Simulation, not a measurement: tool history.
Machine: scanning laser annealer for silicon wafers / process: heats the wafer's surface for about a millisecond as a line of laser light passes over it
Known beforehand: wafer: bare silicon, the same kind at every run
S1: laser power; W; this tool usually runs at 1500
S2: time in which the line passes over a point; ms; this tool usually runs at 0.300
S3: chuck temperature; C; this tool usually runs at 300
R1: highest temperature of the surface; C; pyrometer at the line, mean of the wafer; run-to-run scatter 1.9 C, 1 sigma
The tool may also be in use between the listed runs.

Run 1, day 0.000: usual settings. Result: R1 1079 C.
Run 2, day 0.325: usual settings but S1 1369 W. Result: R1 1015 C.
Run 3, day 0.692: usual settings but S1 1275 W. Result: R1 967 C.
Run 4, day 1.142: usual settings. Result: R1 1082 C.
Run 5, day 1.696: usual settings. Result: R1 1079 C.
Run 6, day 2.071: usual settings but S1 1432 W. Result: R1 1044 C.
Run 7, day 2.392: usual settings. Result: R1 1078 C.
Run 8, day 2.796: usual settings. Result: R1 1076 C.
Run 9, day 3.042: usual settings. Result: R1 1077 C.
Run 10, day 3.533: usual settings but S1 1428 W. Result: R1 1040 C.
Run 11, day 3.804: usual settings but S1 1428 W. Result: R1 1037 C.
Run 12, day 4.117: usual settings. Result: R1 1077 C.
Run 13, day 4.508: usual settings. Result: R1 1078 C.
Run 14, day 4.938: usual settings but S1 1431 W. Result: R1 1041 C.
Run 15, day 5.362: usual settings but S2 0.314 ms. Result: R1 1089 C.
Run 16, day 5.629: usual settings but S2 0.314 ms. Result: R1 1089 C.
Run 17, day 6.175: usual settings but S2 0.314 ms, S3 284 C. Result: R1 1077 C.
Run 18, day 6.488: usual settings but S2 0.314 ms, S3 284 C. Result: R1 1074 C.
Run 19, day 7.021: usual settings but S2 0.276 ms. Result: R1 1047 C.
Run 20, day 7.525: usual settings but S1 1326 W, S2 0.217 ms, S3 327 C. Result: R1 921 C.
Run 21, day 7.842: usual settings but S1 1326 W, S2 0.368 ms, S3 327 C. Result: R1 1072 C.
Run 22, day 8.171: usual settings but S1 1638 W, S2 0.260 ms, S3 288 C. Result: R1 1082 C.
Run 23, day 8.700: usual settings but S1 1624 W, S2 0.315 ms, S3 299 C. Result: R1 1152 C.
Run 24, day 9.129: usual settings but S1 1624 W, S2 0.215 ms, S3 337 C. Result: R1 1057 C.
Run 25, day 9.675: usual settings but S1 1345 W, S2 0.285 ms. Result: R1 976 C.
Run 26, day 9.929: usual settings but S1 1345 W, S2 0.248 ms. Result: R1 937 C.
Run 27, day 10.362: usual settings but S1 1345 W, S2 0.248 ms, S3 268 C. Result: R1 907 C.
Run 28, day 10.700: usual settings but S1 1345 W, S2 0.248 ms, S3 268 C. Result: R1 903 C.
Run 29, day 11.146: usual settings but S1 1520 W, S2 0.330 ms, S3 316 C. Result: R1 1128 C.
Run 30, day 11.475: usual settings but S1 1520 W, S2 0.330 ms, S3 316 C. Result: R1 1124 C.
Run 31, day 11.892: usual settings but S1 1520 W, S2 0.330 ms, S3 316 C. Result: R1 1129 C.
Run 32, day 12.350: usual settings but S1 1520 W, S2 0.330 ms, S3 316 C. Result: R1 1123 C.
Run 33, day 12.654: usual settings but S2 0.234 ms. Result: R1 991 C.
Run 34, day 13.017: usual settings but S1 1591 W, S2 0.234 ms. Result: R1 1031 C.

4 options for the next run, each taken on its own from the tool as it stands now. Forecast them:
Run A, day 13.450: usual settings but S1 1591 W, S2 0.234 ms, S3 328 C. Result: R1 ?.
Run B, day 13.450: usual settings but S2 0.313 ms, S3 266 C. Result: R1 ?.
Run C, day 13.450: usual settings but S1 1591 W, S2 0.304 ms. Result: R1 ?.
Run D, day 13.450: usual settings but S1 1591 W, S2 0.213 ms. Result: R1 ?.

run    R1
  A  1057
  B  1045
  C  1119
  D  1000
The same runs, with their run-to-run variation unchanged, on a tool lacking any hidden condition would have given:
run    R1
  A  1102
  B  1094
  C  1170
  D  1044

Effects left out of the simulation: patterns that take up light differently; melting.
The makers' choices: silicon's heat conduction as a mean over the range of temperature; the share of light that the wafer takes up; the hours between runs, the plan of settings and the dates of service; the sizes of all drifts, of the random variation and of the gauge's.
